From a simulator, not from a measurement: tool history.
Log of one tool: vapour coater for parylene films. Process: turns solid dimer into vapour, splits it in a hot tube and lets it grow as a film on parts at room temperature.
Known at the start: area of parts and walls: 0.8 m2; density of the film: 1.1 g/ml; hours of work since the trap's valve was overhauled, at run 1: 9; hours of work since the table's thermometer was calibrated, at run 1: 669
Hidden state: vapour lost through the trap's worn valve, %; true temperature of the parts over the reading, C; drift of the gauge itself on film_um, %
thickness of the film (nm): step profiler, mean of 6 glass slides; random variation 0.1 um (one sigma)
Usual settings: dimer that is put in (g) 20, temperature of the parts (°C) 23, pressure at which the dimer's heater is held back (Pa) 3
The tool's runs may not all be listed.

run	day	dimer that is put in (g)	temperature of the parts (°C)	pressure at which the dimer's heater is held back (Pa)	hours of work since the trap's valve was overhauled	hours of work since the table's thermometer was calibrated	thickness of the film (nm)
1	0	20	23	3	9	669	15420
2	2.429	20	23	3	50	710	15330
3	4.329	20	23	3	82	742	15290
4	5.904	20	23	3	108	768	15070
5	8.075	20	23	3	145	804	14880
6	10.95	20	23	3	193	853	14530
7	12.667	20	23	3	222	882	14430
8	15.446	20	23	3	269	928	14530
9	18.121	20	23	3	314	973	14190
10	20.65	20	23	3	356	1015	13990
# day 21.608: trap's valve overhauled
11	22.929	20	23	3	22	1051	15600
# day 23.2: table's thermometer calibrated
12	25.825	20	23	3	70	44	15370
13	28.067	20	22	3	108	82	15710
14	31.029	20	22	3	157	131	15330
15	33.046	32	22	2.35	191	165	25280
16	35.271	32	22	2.35	229	203	24900
17	37.342	19	22	2.35	263	237	14650
18	38.808	13	25	2.3	288	262	9370
# day 40.321: table's thermometer calibrated, once more
19	40.629	13	25	2.3	318	5	9130
20	42.054	8	26	4.89	342	29	4780
21	43.45	19	23	7.38	365	53	11110
# day 43.862: trap's valve overhauled
22	45.104	29	19	5.58	21	78	21950
23	47.967	12	34	3	69	126	7250
24	50.621	12	15	3	113	170	10640
25	52.892	12	15	3	152	208	10630
26	55.117	12	15	3	189	246	10490
27	56.629	36	31	4.86	214	271	20490

5 ways to go on from here, each from the tool as it stands after run 27. What would each give?
A	59.054	25	31	3	255	312	?
B	59.054	17	16	3.12	255	312	?
C	59.054	11	31	8.89	255	312	?
D	59.054	34	16	2.53	255	312	?
E	59.054	20	23	7.71	255	312	?

run	thickness of the film (nm)
A	14990
B	13950
C	5490
D	29270
E	12050
Without the tool's hidden state the same runs would have given:
run	thickness of the film (nm)
A	16140
B	15030
C	5910
D	31540
E	12990
